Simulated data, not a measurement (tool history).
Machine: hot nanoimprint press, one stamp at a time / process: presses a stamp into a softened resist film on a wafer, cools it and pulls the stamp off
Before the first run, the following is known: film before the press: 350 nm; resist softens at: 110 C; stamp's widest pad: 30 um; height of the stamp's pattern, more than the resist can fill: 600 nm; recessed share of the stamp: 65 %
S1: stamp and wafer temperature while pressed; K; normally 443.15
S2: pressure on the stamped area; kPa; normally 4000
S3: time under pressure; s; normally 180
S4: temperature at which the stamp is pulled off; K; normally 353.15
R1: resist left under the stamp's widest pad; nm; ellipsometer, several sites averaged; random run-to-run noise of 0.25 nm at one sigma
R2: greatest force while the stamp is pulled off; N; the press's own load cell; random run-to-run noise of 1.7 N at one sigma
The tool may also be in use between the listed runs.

{"run": 1, "hour": 0.0, "S1": 443.15, "S2": 4000, "S3": 180, "S4": 353.15, "R1": 157.0, "R2": 199}
{"hour": 18.3, "done": "stamp cleaned and given a new release coat"}
{"run": 2, "hour": 19.4, "S1": 443.15, "S2": 4000, "S3": 180, "S4": 353.15, "R1": 157.0, "R2": 193}
{"run": 3, "hour": 28.0, "S1": 443.15, "S2": 4000, "S3": 180, "S4": 353.15, "R1": 157.3, "R2": 196}
{"run": 4, "hour": 38.4, "S1": 443.15, "S2": 4000, "S3": 180, "S4": 353.15, "R1": 157.1, "R2": 195}
{"run": 5, "hour": 53.6, "S1": 443.15, "S2": 4000, "S3": 180, "S4": 353.15, "R1": 157.2, "R2": 196}
{"run": 6, "hour": 62.5, "S1": 443.15, "S2": 4000, "S3": 120, "S4": 353.15, "R1": 182.9, "R2": 197}
{"run": 7, "hour": 74.2, "S1": 443.15, "S2": 4000, "S3": 120, "S4": 353.15, "R1": 183.1, "R2": 193}
{"run": 8, "hour": 89.7, "S1": 455.15, "S2": 4000, "S3": 180, "S4": 353.15, "R1": 103.5, "R2": 198}
{"run": 9, "hour": 97.8, "S1": 443.15, "S2": 4000, "S3": 180, "S4": 356.15, "R1": 157.6, "R2": 187}
{"run": 10, "hour": 108.1, "S1": 443.15, "S2": 4000, "S3": 180, "S4": 353.15, "R1": 157.9, "R2": 195}
{"run": 11, "hour": 120.4, "S1": 443.15, "S2": 4000, "S3": 180, "S4": 353.15, "R1": 158.2, "R2": 196}
{"run": 12, "hour": 126.9, "S1": 443.15, "S2": 4000, "S3": 180, "S4": 353.15, "R1": 158.5, "R2": 194}
{"run": 13, "hour": 138.2, "S1": 443.15, "S2": 4000, "S3": 180, "S4": 342.15, "R1": 158.4, "R2": 225}
{"run": 14, "hour": 152.3, "S1": 443.15, "S2": 4000, "S3": 180, "S4": 342.15, "R1": 158.7, "R2": 223}
{"run": 15, "hour": 161.4, "S1": 443.15, "S2": 4000, "S3": 180, "S4": 342.15, "R1": 158.8, "R2": 225}
{"run": 16, "hour": 174.2, "S1": 443.15, "S2": 4000, "S3": 180, "S4": 342.15, "R1": 158.7, "R2": 226}
{"run": 17, "hour": 188.3, "S1": 443.15, "S2": 4000, "S3": 180, "S4": 345.15, "R1": 158.5, "R2": 215}
{"run": 18, "hour": 200.9, "S1": 442.15, "S2": 4160, "S3": 180, "S4": 345.15, "R1": 162.4, "R2": 219}
{"run": 19, "hour": 211.1, "S1": 442.15, "S2": 4160, "S3": 180, "S4": 345.15, "R1": 162.2, "R2": 221}
{"run": 20, "hour": 223.4, "S1": 446.15, "S2": 4720, "S3": 276, "S4": 358.15, "R1": 110.5, "R2": 182}
{"run": 21, "hour": 238.2, "S1": 446.15, "S2": 4720, "S3": 276, "S4": 358.15, "R1": 110.5, "R2": 182}
{"run": 22, "hour": 248.8, "S1": 445.15, "S2": 3140, "S3": 274, "S4": 359.15, "R1": 139.9, "R2": 178}
{"run": 23, "hour": 261.0, "S1": 443.15, "S2": 5730, "S3": 235, "S4": 343.15, "R1": 121.7, "R2": 221}
{"hour": 271.6, "done": "stamp cleaned and given a new release coat"}
{"run": 24, "hour": 275.8, "S1": 443.15, "S2": 3280, "S3": 180, "S4": 353.15, "R1": 174.3, "R2": 193}
{"hour": 287.2, "done": "gauge calibrated"}
{"run": 25, "hour": 290.4, "S1": 443.15, "S2": 3280, "S3": 180, "S4": 353.15, "R1": 170.7, "R2": 195}
{"run": 26, "hour": 302.7, "S1": 443.15, "S2": 2650, "S3": 242, "S4": 359.15, "R1": 167.5, "R2": 182}

Run 27 is up next; what results do you expect?
{"run": 27, "hour": 309.7, "S1": 443.15, "S2": 2650, "S3": 242, "S4": 359.15, "R1": "?", "R2": "?"}

{"run 27": {"R1": 168.0, "R2": 182}}
Had the tool carried no hidden state, the very same run would have given R1 167.8 nm, R2 182 N.

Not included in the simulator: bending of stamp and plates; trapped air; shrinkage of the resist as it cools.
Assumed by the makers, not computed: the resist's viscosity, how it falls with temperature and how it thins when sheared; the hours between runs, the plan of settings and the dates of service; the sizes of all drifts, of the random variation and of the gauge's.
